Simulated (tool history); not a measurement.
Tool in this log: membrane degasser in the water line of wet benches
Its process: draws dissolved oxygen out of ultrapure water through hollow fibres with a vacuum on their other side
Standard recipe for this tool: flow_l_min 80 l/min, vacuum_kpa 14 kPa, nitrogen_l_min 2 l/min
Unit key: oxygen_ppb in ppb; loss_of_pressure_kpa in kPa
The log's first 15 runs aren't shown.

run,day,flow_l_min,vacuum_kpa,nitrogen_l_min,hours since the membrane was changed,hours since the vacuum gauge was calibrated,hours since the vacuum lines were made tight,oxygen_ppb,loss_of_pressure_kpa
16,75.362,49,24.3,2,2479,670,7071,1016.7,23.29
17,79.708,121,14,2,2583,774,7176,1102.2,57.83
# day 84: vacuum gauge calibrated, once more
18,85.854,95,9.7,0.85,2730,45,7323,992.6,45.31
19,91.279,111,10.1,1.32,2860,175,7453,891.2,52.94
20,97.242,59,14,1.56,3003,318,7596,766.9,28
21,102.554,59,14,1.56,3131,445,7723,767.2,28.14
22,107.296,75,13.6,5.7,3245,559,7837,311.8,36.07
23,110.821,67,34.3,2.02,3329,644,7922,1757.6,32.08
24,117.062,67,34.3,2.02,3479,793,8072,1757.3,32.11
25,122.062,113,32.7,2.02,3599,914,8192,2370,54.66
26,126.671,123,34.3,2,3710,1024,8302,2601.2,59
27,130.462,73,15.5,1.33,3801,1115,8393,1130.1,34.89
28,135.092,120,15.5,1.33,3912,1226,8504,1556.5,57.84
29,137.954,79,11.7,2,3980,1295,8573,638.6,37.96
30,143.688,79,11.7,2,4118,1433,8711,639.5,37.95
31,148.808,112,25.6,4.1,4241,1555,8833,1162.8,53.66

3 ways to go on from here, each from the tool as it stands after run 31. What would each give?
A,154.804,122,10.5,0.88,4385,1699,8977,?,?
B,154.804,126,11.4,1.72,4385,1699,8977,?,?
C,154.804,86,13.7,1.47,4385,1699,8977,?,?

run,oxygen_ppb,loss_of_pressure_kpa
A,1250.5,58.72
B,963.2,60.74
C,1029.1,41.51
With no hidden state in the tool, these same runs would have given:
run,oxygen_ppb,loss_of_pressure_kpa
A,1247,57.4
B,958.5,59.38
C,1025.7,40.58
